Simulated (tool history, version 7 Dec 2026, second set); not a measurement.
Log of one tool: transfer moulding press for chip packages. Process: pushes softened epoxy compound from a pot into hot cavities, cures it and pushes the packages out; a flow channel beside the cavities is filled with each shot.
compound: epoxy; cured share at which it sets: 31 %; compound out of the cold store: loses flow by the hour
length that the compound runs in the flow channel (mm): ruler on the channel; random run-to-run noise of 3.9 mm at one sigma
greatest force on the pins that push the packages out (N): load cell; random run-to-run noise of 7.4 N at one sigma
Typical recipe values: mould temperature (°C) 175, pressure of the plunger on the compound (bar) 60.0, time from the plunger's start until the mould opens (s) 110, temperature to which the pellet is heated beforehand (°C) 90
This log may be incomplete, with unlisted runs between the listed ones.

run,day,mould temperature (°C),pressure of the plunger on the compound (bar),time from the plunger's start until the mould opens (s),temperature to which the pellet is heated beforehand (°C),incoming compound's hours out of the cold store,length that the compound runs in the flow channel (mm),greatest force on the pins that push the packages out (N)
1,0.000,175,60.0,110,90,39.9,542,421
# day 0.283: cavities cleaned with cleaning compound and waxed
2,0.554,175,74.2,110,90,24.7,663,453
3,0.775,175,60.0,110,90,12.1,635,484
4,1.267,175,60.0,110,90,22.4,604,487
5,1.746,175,60.0,110,90,28.7,577,486
# day 1.962: cavities cleaned with cleaning compound and waxed, once more
6,2.054,175,60.0,110,90,43.3,538,326
7,2.338,175,60.0,110,90,44.6,529,350
8,2.650,175,60.0,110,90,45.4,523,354
9,2.892,175,60.0,110,90,14.5,620,371
10,3.288,175,60.0,110,90,41.0,539,391
11,3.558,176,60.0,110,90,24.3,589,409
12,3.967,176,60.0,110,90,10.7,643,438
# day 4.283: cavities cleaned with cleaning compound and waxed
13,4.429,176,60.0,110,90,23.7,588,329
14,4.875,181,70.9,94,90,27.1,611,335

Forecast run 15:
15,5.250,181,70.9,94,90,41.4,?,?

length that the compound runs in the flow channel (mm): 565
greatest force on the pins that push the packages out (N): 369
The same run, on a tool lacking any hidden state, would have yielded length that the compound runs in the flow channel (mm) 587, greatest force on the pins that push the packages out (N) 313.
